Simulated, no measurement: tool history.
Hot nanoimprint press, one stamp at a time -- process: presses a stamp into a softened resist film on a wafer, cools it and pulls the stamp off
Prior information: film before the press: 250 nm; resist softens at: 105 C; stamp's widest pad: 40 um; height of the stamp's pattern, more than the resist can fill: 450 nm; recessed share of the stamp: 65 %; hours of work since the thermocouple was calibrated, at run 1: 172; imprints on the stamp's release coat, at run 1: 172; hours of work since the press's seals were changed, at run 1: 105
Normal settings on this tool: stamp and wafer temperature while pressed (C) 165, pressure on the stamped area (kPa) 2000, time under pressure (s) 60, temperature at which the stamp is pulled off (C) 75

run   hour  stamp and wafer temperature while pressed (C)  pressure on the stamped area (kPa)  time under pressure (s)  temperature at which the stamp is pulled off (C)  hours of work since the thermocouple was calibrated  imprints on the stamp's release coat  hours of work since the press's seals were changed  resist left under the stamp's widest pad (nm)  greatest force while the stamp is pulled off (N)
  1    0.0                                            165                                2000                       60                                                75                                                  172                                   172                                                 105                                           93.5                                               146
  2    9.7                                            165                                2000                       60                                                75                                                  180                                   221                                                 113                                           93.2                                               147
  3   15.0                                            165                                2000                       60                                                75                                                  184                                   248                                                 116                                           93.8                                               141
  4   24.3                                            165                                2000                       60                                                75                                                  190                                   295                                                 123                                           93.0                                               147
  5   31.6                                            165                                2000                       60                                                75                                                  196                                   332                                                 129                                           92.9                                               141
  6   39.5                                            165                                2000                       60                                                75                                                  202                                   372                                                 135                                           91.7                                               144
  7   49.5                                            165                                2000                       60                                                75                                                  209                                   423                                                 142                                           92.7                                               150
  8   54.1                                            165                                2000                       60                                                75                                                  212                                   446                                                 145                                           91.9                                               147
  9   62.4                                            165                                2000                       60                                                61                                                  218                                   488                                                 151                                           92.2                                               199
 10   70.1                                            165                                2000                       90                                                75                                                  224                                   527                                                 157                                           77.1                                               148
 11   76.3                                            174                                2000                       60                                                75                                                  229                                   558                                                 162                                           56.1                                               147
      84.5  -- gauge calibrated
 12   86.2                                            165                                2000                       60                                                80                                                  236                                   609                                                 169                                           93.9                                               124
      94.8  -- stamp cleaned and given a new release coat
 13   98.7                                            165                                2000                       53                                                76                                                  241                                    19                                                 174                                           99.2                                               143
 14  107.7                                            169                                2000                       60                                                75                                                  248                                    65                                                 180                                           74.8                                               147
 15  113.1                                            169                                2000                       60                                                75                                                  251                                    92                                                 184                                           74.8                                               142
 16  120.1                                            165                                1760                       43                                                75                                                  257                                   128                                                 190                                          112.2                                               143
 17  130.2                                            165                                1760                       43                                                75                                                  264                                   179                                                 197                                          112.1                                               144
 18  135.1                                            175                                1760                       55                                                68                                                  268                                   204                                                 201                                           59.9                                               175
 19  144.8                                            165                                2770                       60                                                77                                                  275                                   253                                                 208                                           79.5                                               137
 20  149.5                                            165                                2230                       40                                                62                                                  278                                   277                                                 211                                          104.4                                               198
 21  153.9                                            165                                2230                       40                                                62                                                  282                                   299                                                 215                                          103.7                                               200
 22  160.6                                            171                                2000                       35                                                75                                                  287                                   333                                                 219                                           83.7                                               147
 23  165.8                                            171                                2450                       61                                                74                                                  290                                   359                                                 223                                           60.0                                               151
 24  173.6                                            174                                1280                       49                                                74                                                  296                                   399                                                 229                                           75.5                                               148

Consider 3 possible next runs. They are alternatives, not a sequence: every one starts from the tool as it was left by run 24. What does each give?
  A  182.3                                            165                                2780                       81                                                75                                                  303                                   443                                                 235                                              ?                                                 ?
  B  182.3                                            168                                1390                       67                                                74                                                  303                                   443                                                 235                                              ?                                                 ?
  C  182.3                                            172                                2000                       60                                                79                                                  303                                   443                                                 235                                              ?                                                 ?

run  resist left under the stamp's widest pad (nm)  greatest force while the stamp is pulled off (N)
  A                                           68.7                                               145
  B                                           86.6                                               150
  C                                           62.2                                               129
With no hidden state in the tool, these same runs would have given:
run  resist left under the stamp's widest pad (nm)  greatest force while the stamp is pulled off (N)
  A                                           70.4                                               144
  B                                           88.8                                               148
  C                                           63.8                                               128
